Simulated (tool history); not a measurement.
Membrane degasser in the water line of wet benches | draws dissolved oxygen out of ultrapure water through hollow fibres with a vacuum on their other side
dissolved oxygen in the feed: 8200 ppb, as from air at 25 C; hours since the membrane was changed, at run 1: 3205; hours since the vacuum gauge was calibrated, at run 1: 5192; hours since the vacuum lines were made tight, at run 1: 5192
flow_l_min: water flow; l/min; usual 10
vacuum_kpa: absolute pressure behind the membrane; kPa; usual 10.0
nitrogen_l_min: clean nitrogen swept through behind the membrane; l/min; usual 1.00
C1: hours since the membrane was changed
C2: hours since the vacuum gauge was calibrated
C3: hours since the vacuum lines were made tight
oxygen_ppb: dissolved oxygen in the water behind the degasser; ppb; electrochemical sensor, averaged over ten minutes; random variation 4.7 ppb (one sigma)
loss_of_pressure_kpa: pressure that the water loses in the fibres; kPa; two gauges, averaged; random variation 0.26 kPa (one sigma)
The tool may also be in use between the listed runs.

{"run": 1, "hour": 0.0, "flow_l_min": 10, "vacuum_kpa": 10.0, "nitrogen_l_min": 1.0, "C1": 3205, "C2": 5192, "C3": 5192, "oxygen_ppb": 475.2, "loss_of_pressure_kpa": 68.93}
{"hour": 67.3, "done": "vacuum gauge calibrated"}
{"run": 2, "hour": 85.4, "flow_l_min": 10, "vacuum_kpa": 10.0, "nitrogen_l_min": 1.0, "C1": 3290, "C2": 18, "C3": 5277, "oxygen_ppb": 473.9, "loss_of_pressure_kpa": 68.86}
{"hour": 244.4, "done": "seals of the vacuum lines changed"}
{"run": 3, "hour": 259.2, "flow_l_min": 10, "vacuum_kpa": 12.2, "nitrogen_l_min": 1.0, "C1": 3462, "C2": 190, "C3": 15, "oxygen_ppb": 508.7, "loss_of_pressure_kpa": 68.88}
{"run": 4, "hour": 391.2, "flow_l_min": 10, "vacuum_kpa": 12.2, "nitrogen_l_min": 1.0, "C1": 3594, "C2": 322, "C3": 147, "oxygen_ppb": 517.9, "loss_of_pressure_kpa": 68.81}
{"run": 5, "hour": 559.6, "flow_l_min": 10, "vacuum_kpa": 10.0, "nitrogen_l_min": 1.0, "C1": 3762, "C2": 490, "C3": 315, "oxygen_ppb": 476.0, "loss_of_pressure_kpa": 68.86}
{"run": 6, "hour": 673.1, "flow_l_min": 10, "vacuum_kpa": 10.0, "nitrogen_l_min": 1.0, "C1": 3876, "C2": 604, "C3": 429, "oxygen_ppb": 476.9, "loss_of_pressure_kpa": 69.21}
{"run": 7, "hour": 822.1, "flow_l_min": 10, "vacuum_kpa": 10.0, "nitrogen_l_min": 1.0, "C1": 4025, "C2": 753, "C3": 578, "oxygen_ppb": 476.6, "loss_of_pressure_kpa": 68.99}
{"run": 8, "hour": 967.4, "flow_l_min": 10, "vacuum_kpa": 10.0, "nitrogen_l_min": 1.0, "C1": 4170, "C2": 898, "C3": 723, "oxygen_ppb": 467.7, "loss_of_pressure_kpa": 69.51}
{"run": 9, "hour": 1077.5, "flow_l_min": 10, "vacuum_kpa": 12.9, "nitrogen_l_min": 1.0, "C1": 4280, "C2": 1008, "C3": 833, "oxygen_ppb": 533.6, "loss_of_pressure_kpa": 69.27}
{"run": 10, "hour": 1244.4, "flow_l_min": 10, "vacuum_kpa": 10.0, "nitrogen_l_min": 1.29, "C1": 4447, "C2": 1175, "C3": 1000, "oxygen_ppb": 441.4, "loss_of_pressure_kpa": 69.34}
{"run": 11, "hour": 1403.2, "flow_l_min": 10, "vacuum_kpa": 10.0, "nitrogen_l_min": 1.29, "C1": 4606, "C2": 1334, "C3": 1159, "oxygen_ppb": 444.4, "loss_of_pressure_kpa": 69.12}
{"run": 12, "hour": 1512.4, "flow_l_min": 10, "vacuum_kpa": 10.0, "nitrogen_l_min": 1.29, "C1": 4715, "C2": 1443, "C3": 1268, "oxygen_ppb": 443.2, "loss_of_pressure_kpa": 69.29}
{"run": 13, "hour": 1638.6, "flow_l_min": 10, "vacuum_kpa": 10.0, "nitrogen_l_min": 1.29, "C1": 4841, "C2": 1569, "C3": 1394, "oxygen_ppb": 447.1, "loss_of_pressure_kpa": 69.11}
{"run": 14, "hour": 1752.5, "flow_l_min": 10, "vacuum_kpa": 10.0, "nitrogen_l_min": 0.57, "C1": 4955, "C2": 1683, "C3": 1508, "oxygen_ppb": 566.1, "loss_of_pressure_kpa": 68.98}
{"run": 15, "hour": 1874.1, "flow_l_min": 10, "vacuum_kpa": 10.0, "nitrogen_l_min": 0.57, "C1": 5077, "C2": 1805, "C3": 1630, "oxygen_ppb": 578.9, "loss_of_pressure_kpa": 68.8}
{"run": 16, "hour": 2049.4, "flow_l_min": 10, "vacuum_kpa": 10.0, "nitrogen_l_min": 0.57, "C1": 5252, "C2": 1980, "C3": 1805, "oxygen_ppb": 573.6, "loss_of_pressure_kpa": 69.37}
{"run": 17, "hour": 2127.0, "flow_l_min": 6, "vacuum_kpa": 11.2, "nitrogen_l_min": 0.88, "C1": 5330, "C2": 2058, "C3": 1883, "oxygen_ppb": 281.7, "loss_of_pressure_kpa": 41.04}
{"run": 18, "hour": 2201.6, "flow_l_min": 6, "vacuum_kpa": 21.8, "nitrogen_l_min": 2.57, "C1": 5404, "C2": 2132, "C3": 1957, "oxygen_ppb": 259.0, "loss_of_pressure_kpa": 41.35}
{"run": 19, "hour": 2332.1, "flow_l_min": 8, "vacuum_kpa": 6.9, "nitrogen_l_min": 0.7, "C1": 5535, "C2": 2263, "C3": 2088, "oxygen_ppb": 334.1, "loss_of_pressure_kpa": 55.36}
{"run": 20, "hour": 2431.3, "flow_l_min": 7, "vacuum_kpa": 20.3, "nitrogen_l_min": 0.41, "C1": 5634, "C2": 2362, "C3": 2187, "oxygen_ppb": 791.4, "loss_of_pressure_kpa": 48.01}
{"run": 21, "hour": 2609.7, "flow_l_min": 7, "vacuum_kpa": 20.3, "nitrogen_l_min": 0.41, "C1": 5812, "C2": 2540, "C3": 2365, "oxygen_ppb": 797.3, "loss_of_pressure_kpa": 48.19}
{"run": 22, "hour": 2791.1, "flow_l_min": 10, "vacuum_kpa": 10.0, "nitrogen_l_min": 1.69, "C1": 5994, "C2": 2722, "C3": 2547, "oxygen_ppb": 421.0, "loss_of_pressure_kpa": 69.29}
{"run": 23, "hour": 2919.7, "flow_l_min": 10, "vacuum_kpa": 10.0, "nitrogen_l_min": 1.69, "C1": 6122, "C2": 2850, "C3": 2675, "oxygen_ppb": 411.0, "loss_of_pressure_kpa": 68.85}
{"run": 24, "hour": 3085.1, "flow_l_min": 10, "vacuum_kpa": 10.0, "nitrogen_l_min": 1.62, "C1": 6288, "C2": 3016, "C3": 2841, "oxygen_ppb": 419.2, "loss_of_pressure_kpa": 69.55}
{"run": 25, "hour": 3229.0, "flow_l_min": 10, "vacuum_kpa": 10.0, "nitrogen_l_min": 1.62, "C1": 6432, "C2": 3160, "C3": 2985, "oxygen_ppb": 419.4, "loss_of_pressure_kpa": 69.07}
{"run": 26, "hour": 3337.0, "flow_l_min": 6, "vacuum_kpa": 10.0, "nitrogen_l_min": 1.0, "C1": 6540, "C2": 3268, "C3": 3093, "oxygen_ppb": 246.1, "loss_of_pressure_kpa": 41.17}
{"run": 27, "hour": 3514.9, "flow_l_min": 6, "vacuum_kpa": 10.0, "nitrogen_l_min": 2.03, "C1": 6717, "C2": 3446, "C3": 3271, "oxygen_ppb": 204.5, "loss_of_pressure_kpa": 41.56}
{"run": 28, "hour": 3638.1, "flow_l_min": 15, "vacuum_kpa": 19.8, "nitrogen_l_min": 1.31, "C1": 6841, "C2": 3569, "C3": 3394, "oxygen_ppb": 899.8, "loss_of_pressure_kpa": 103.17}
{"run": 29, "hour": 3738.7, "flow_l_min": 8, "vacuum_kpa": 6.4, "nitrogen_l_min": 1.07, "C1": 6941, "C2": 3669, "C3": 3494, "oxygen_ppb": 295.2, "loss_of_pressure_kpa": 54.75}
{"run": 30, "hour": 3902.4, "flow_l_min": 8, "vacuum_kpa": 6.4, "nitrogen_l_min": 1.07, "C1": 7105, "C2": 3833, "C3": 3658, "oxygen_ppb": 293.0, "loss_of_pressure_kpa": 55.02}
{"run": 31, "hour": 4013.5, "flow_l_min": 8, "vacuum_kpa": 10.0, "nitrogen_l_min": 0.86, "C1": 7216, "C2": 3944, "C3": 3769, "oxygen_ppb": 380.5, "loss_of_pressure_kpa": 55.29}

3 ways to go on from here, each from the tool as it stands after run 31. What would each give?
{"run": "A", "hour": 4153.6, "flow_l_min": 8, "vacuum_kpa": 10.0, "nitrogen_l_min": 1.75, "C1": 7356, "C2": 4084, "C3": 3909, "oxygen_ppb": "?", "loss_of_pressure_kpa": "?"}
{"run": "B", "hour": 4153.6, "flow_l_min": 16, "vacuum_kpa": 10.0, "nitrogen_l_min": 1.0, "C1": 7356, "C2": 4084, "C3": 3909, "oxygen_ppb": "?", "loss_of_pressure_kpa": "?"}
{"run": "C", "hour": 4153.6, "flow_l_min": 9, "vacuum_kpa": 9.5, "nitrogen_l_min": 0.42, "C1": 7356, "C2": 4084, "C3": 3909, "oxygen_ppb": "?", "loss_of_pressure_kpa": "?"}

run=A oxygen_ppb=310.0 loss_of_pressure_kpa=55.10
run=B oxygen_ppb=788.9 loss_of_pressure_kpa=110.78
run=C oxygen_ppb=560.0 loss_of_pressure_kpa=61.94
Without the tool's hidden state the same runs would have given:
run=A oxygen_ppb=308.5 loss_of_pressure_kpa=55.01
run=B oxygen_ppb=786.2 loss_of_pressure_kpa=110.60
run=C oxygen_ppb=558.0 loss_of_pressure_kpa=61.84
